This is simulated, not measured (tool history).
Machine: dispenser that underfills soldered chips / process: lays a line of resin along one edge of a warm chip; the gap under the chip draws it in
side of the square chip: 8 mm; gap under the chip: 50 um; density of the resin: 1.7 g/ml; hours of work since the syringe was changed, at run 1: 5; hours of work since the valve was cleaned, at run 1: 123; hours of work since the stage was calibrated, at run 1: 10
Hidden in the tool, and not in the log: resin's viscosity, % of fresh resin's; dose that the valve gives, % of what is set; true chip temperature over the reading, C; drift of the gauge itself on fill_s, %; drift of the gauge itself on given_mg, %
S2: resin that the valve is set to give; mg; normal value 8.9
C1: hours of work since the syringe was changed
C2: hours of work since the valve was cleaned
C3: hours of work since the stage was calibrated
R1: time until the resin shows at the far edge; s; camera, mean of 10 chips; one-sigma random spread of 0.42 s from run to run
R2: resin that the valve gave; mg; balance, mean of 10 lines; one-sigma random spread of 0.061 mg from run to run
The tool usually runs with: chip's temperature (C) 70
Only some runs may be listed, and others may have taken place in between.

run 1 hour=0 | chip's_temperature_(C)=70 S2=8.9 | C1=5 C2=123 C3=10 | R1=40 R2=8.1
-- hour=6.5 new syringe of resin
-- hour=10.5 dispensing valve cleaned and set on the balance
run 2 hour=10.8 | chip's_temperature_(C)=70 S2=8.9 | C1=2 C2=0 C3=16 | R1=33.6 R2=8.87
-- hour=21.7 new syringe of resin
run 3 hour=22.9 | chip's_temperature_(C)=70 S2=8.9 | C1=1 C2=8 C3=23 | R1=30.2 R2=8.79
run 4 hour=29.5 | chip's_temperature_(C)=76 S2=8.9 | C1=5 C2=12 C3=28 | R1=30.8 R2=8.79
-- hour=35.7 new syringe of resin
run 5 hour=40.3 | chip's_temperature_(C)=70 S2=8.9 | C1=3 C2=19 C3=34 | R1=35.4 R2=8.67
-- hour=49.8 new syringe of resin
run 6 hour=49.8 | chip's_temperature_(C)=70 S2=8.9 | C1=0 C2=25 C3=40 | R1=28.7 R2=8.66
run 7 hour=57.2 | chip's_temperature_(C)=70 S2=8.9 | C1=5 C2=29 C3=45 | R1=39 R2=8.67
-- hour=63.6 new syringe of resin
run 8 hour=64.2 | chip's_temperature_(C)=70 S2=8.9 | C1=0 C2=34 C3=49 | R1=29.2 R2=8.7
run 9 hour=71.7 | chip's_temperature_(C)=70 S2=8.9 | C1=5 C2=39 C3=54 | R1=39.7 R2=8.59
-- hour=77.5 new syringe of resin
run 10 hour=81.6 | chip's_temperature_(C)=70 S2=8.9 | C1=3 C2=45 C3=60 | R1=34.1 R2=8.6
-- hour=91.4 new syringe of resin
run 11 hour=92.7 | chip's_temperature_(C)=70 S2=8.9 | C1=1 C2=52 C3=67 | R1=30 R2=8.53
run 12 hour=98 | chip's_temperature_(C)=65 S2=9.24 | C1=4 C2=55 C3=71 | R1=47.1 R2=8.92
-- hour=105.3 new syringe of resin
run 13 hour=106.9 | chip's_temperature_(C)=66 S2=8.36 | C1=1 C2=61 C3=76 | R1=36.7 R2=7.8
run 14 hour=114.6 | chip's_temperature_(C)=61 S2=11.04 | C1=6 C2=66 C3=81 | R1=57.2 R2=10.39
-- hour=119.1 new syringe of resin
run 15 hour=125.8 | chip's_temperature_(C)=84 S2=11.26 | C1=4 C2=73 C3=88 | R1=22.3 R2=10.63
-- hour=133.7 new syringe of resin
run 16 hour=136.9 | chip's_temperature_(C)=60 S2=10.54 | C1=2 C2=80 C3=95 | R1=49 R2=9.9
run 17 hour=146.3 | chip's_temperature_(C)=64 S2=8.12 | C1=8 C2=86 C3=101 | R1=63.7 R2=7.55
-- hour=147.6 new syringe of resin
run 18 hour=156.6 | chip's_temperature_(C)=75 S2=10.86 | C1=6 C2=92 C3=108 | R1=35.1 R2=10.21
-- hour=161.6 new syringe of resin
run 19 hour=165 | chip's_temperature_(C)=71 S2=8.47 | C1=2 C2=97 C3=113 | R1=30.8 R2=7.81
-- hour=176.3 new syringe of resin
run 20 hour=176.9 | chip's_temperature_(C)=71 S2=8.19 | C1=0 C2=105 C3=121 | R1=28.3 R2=7.57

Expected results for the next run?
run 21 hour=188.9 | chip's_temperature_(C)=71 S2=8.19 | C1=8 C2=113 C3=128 | R1=? R2=?

Run 21 gave R1 48 s, R2 7.51 mg.
With the hidden condition absent and the run-to-run variation left alone, this run would have shown R1 28.7 s, R2 8.24 mg.

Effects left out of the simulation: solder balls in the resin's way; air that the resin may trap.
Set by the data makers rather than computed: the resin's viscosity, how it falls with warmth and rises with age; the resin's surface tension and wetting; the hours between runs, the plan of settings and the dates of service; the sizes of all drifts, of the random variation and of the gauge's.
